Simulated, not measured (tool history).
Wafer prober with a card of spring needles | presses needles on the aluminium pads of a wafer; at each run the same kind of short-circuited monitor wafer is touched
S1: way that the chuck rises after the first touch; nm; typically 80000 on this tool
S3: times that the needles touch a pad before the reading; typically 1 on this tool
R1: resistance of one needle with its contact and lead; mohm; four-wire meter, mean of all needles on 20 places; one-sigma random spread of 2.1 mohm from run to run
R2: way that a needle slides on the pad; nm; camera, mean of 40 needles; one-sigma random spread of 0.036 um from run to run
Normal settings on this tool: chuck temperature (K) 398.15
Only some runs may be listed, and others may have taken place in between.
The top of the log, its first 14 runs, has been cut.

-- hour=160.6 tips cleaned on abrasive film
run 15 hour=165.8 | S1=80000 chuck_temperature_(K)=398.15 S3=1 | R1=266 R2=18340
-- hour=170.2 tips cleaned on abrasive film
-- hour=179.8 tips cleaned on abrasive film
run 16 hour=182.4 | S1=80000 chuck_temperature_(K)=398.15 S3=1 | R1=257 R2=18250
-- hour=189.9 tips cleaned on abrasive film
run 17 hour=194.3 | S1=80000 chuck_temperature_(K)=398.15 S3=1 | R1=261 R2=18310
-- hour=200 tips cleaned on abrasive film
-- hour=209.8 tips cleaned on abrasive film
run 18 hour=210.8 | S1=73000 chuck_temperature_(K)=398.15 S3=1 | R1=243 R2=16660
-- hour=219.1 tips cleaned on abrasive film
run 19 hour=227.5 | S1=73000 chuck_temperature_(K)=398.15 S3=1 | R1=271 R2=16570
-- hour=228.8 tips cleaned on abrasive film
-- hour=238.3 tips cleaned on abrasive film
-- hour=238.6 height of the first contact set anew
run 20 hour=240.9 | S1=97000 chuck_temperature_(K)=398.15 S3=2 | R1=245 R2=22470
-- hour=249.3 tips cleaned on abrasive film
run 21 hour=256.9 | S1=97000 chuck_temperature_(K)=398.15 S3=2 | R1=255 R2=22500
-- hour=259.5 tips cleaned on abrasive film
-- hour=269.2 tips cleaned on abrasive film
run 22 hour=274.2 | S1=74000 chuck_temperature_(K)=360.15 S3=2 | R1=243 R2=17120

The next listed run, before its measurement:
-- hour=279 tips cleaned on abrasive film
-- hour=289 tips cleaned on abrasive film
run 23 hour=289 | S1=65000 chuck_temperature_(K)=298.15 S3=1 | R1=? R2=?

Run 23 came out at R1 220 mohm, R2 14990 nm.
Were there no unlogged condition in the tool, this run, its random variation unchanged, would have produced R1 217 mohm, R2 15050 nm.

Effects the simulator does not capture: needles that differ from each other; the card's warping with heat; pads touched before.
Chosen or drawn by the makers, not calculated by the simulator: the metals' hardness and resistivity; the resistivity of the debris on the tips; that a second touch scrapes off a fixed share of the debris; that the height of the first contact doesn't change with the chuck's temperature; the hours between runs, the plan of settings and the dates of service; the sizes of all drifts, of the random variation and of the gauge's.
